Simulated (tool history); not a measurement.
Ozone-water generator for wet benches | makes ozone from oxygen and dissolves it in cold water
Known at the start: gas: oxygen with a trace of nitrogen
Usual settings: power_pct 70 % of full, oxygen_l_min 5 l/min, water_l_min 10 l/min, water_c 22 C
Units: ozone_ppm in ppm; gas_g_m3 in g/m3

run    day  power_pct  oxygen_l_min  water_l_min  water_c  ozone_ppm  gas_g_m3
  1      0         70             5           10       22       31.7     207.4
  2   1.15         70             5           10       22       31.8     208.1
  3  2.162         70             5           10       22       31.7     209.5
  4  2.879         70             5           10       22       31.8     210.1
  5  4.512         76             5           10       22       33.6     220.7
  6  6.008         76             5           10       22       33.7     221.4
  7  6.879         76             5           10       22       33.3     221.8

Run 8 comes next. What will it give?
  8  7.908         75             5           10       15          ?         ?

{"run 8": {"ozone_ppm": 37.9, "gas_g_m3": 219.9}}
Without the tool's hidden state the same run would have given ozone_ppm 38 ppm, gas_g_m3 219.9 g/m3.
